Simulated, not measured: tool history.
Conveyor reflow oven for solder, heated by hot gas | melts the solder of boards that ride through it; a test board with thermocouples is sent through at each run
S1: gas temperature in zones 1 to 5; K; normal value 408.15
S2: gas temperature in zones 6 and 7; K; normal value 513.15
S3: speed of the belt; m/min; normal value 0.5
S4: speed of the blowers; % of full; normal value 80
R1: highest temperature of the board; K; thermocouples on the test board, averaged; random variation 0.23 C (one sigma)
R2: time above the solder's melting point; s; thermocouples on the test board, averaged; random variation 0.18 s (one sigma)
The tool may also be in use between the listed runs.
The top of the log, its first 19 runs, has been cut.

run 20 day=6.379 | S1=404.15 S2=516.15 S3=0.509 S4=80 | R1=495.95 R2=72.8
run 21 day=6.746 | S1=404.15 S2=518.15 S3=0.435 S4=80 | R1=502.75 R2=92.2
run 22 day=6.971 | S1=408.15 S2=513.15 S3=0.564 S4=75 | R1=489.05 R2=60.2
run 23 day=7.429 | S1=415.15 S2=505.15 S3=0.564 S4=75 | R1=484.25 R2=58.3
run 24 day=7.704 | S1=418.15 S2=519.15 S3=0.565 S4=80 | R1=497.35 R2=71.5
run 25 day=8.021 | S1=397.15 S2=519.15 S3=0.565 S4=80 | R1=492.85 R2=59.9
run 26 day=8.35 | S1=408.15 S2=513.15 S3=0.536 S4=80 | R1=492.05 R2=67
run 27 day=8.633 | S1=400.15 S2=524.15 S3=0.536 S4=54 | R1=490.55 R2=61.2
run 28 day=9.029 | S1=407.15 S2=521.15 S3=0.5 S4=80 | R1=500.45 R2=79.9
run 29 day=9.483 | S1=414.15 S2=515.15 S3=0.5 S4=80 | R1=497.25 R2=79.2
run 30 day=9.738 | S1=414.15 S2=515.15 S3=0.5 S4=80 | R1=497.15 R2=79.3

Here are 3 independent what-if runs from the current tool condition. What would each one return?
run A day=10.212 | S1=403.15 S2=515.15 S3=0.5 S4=80 | R1=? R2=?
run B day=10.212 | S1=404.15 S2=526.15 S3=0.5 S4=52 | R1=? R2=?
run C day=10.212 | S1=414.15 S2=515.15 S3=0.5 S4=70 | R1=? R2=?

run=A R1=494.85 R2=73.1
run=B R1=495.15 R2=72.5
run=C R1=494.55 R2=77
Stripped of hidden state, with their random variation kept, the same runs would have yielded:
run=A R1=497.45 R2=75.2
run=B R1=497.55 R2=74.5
run=C R1=497.05 R2=78.9

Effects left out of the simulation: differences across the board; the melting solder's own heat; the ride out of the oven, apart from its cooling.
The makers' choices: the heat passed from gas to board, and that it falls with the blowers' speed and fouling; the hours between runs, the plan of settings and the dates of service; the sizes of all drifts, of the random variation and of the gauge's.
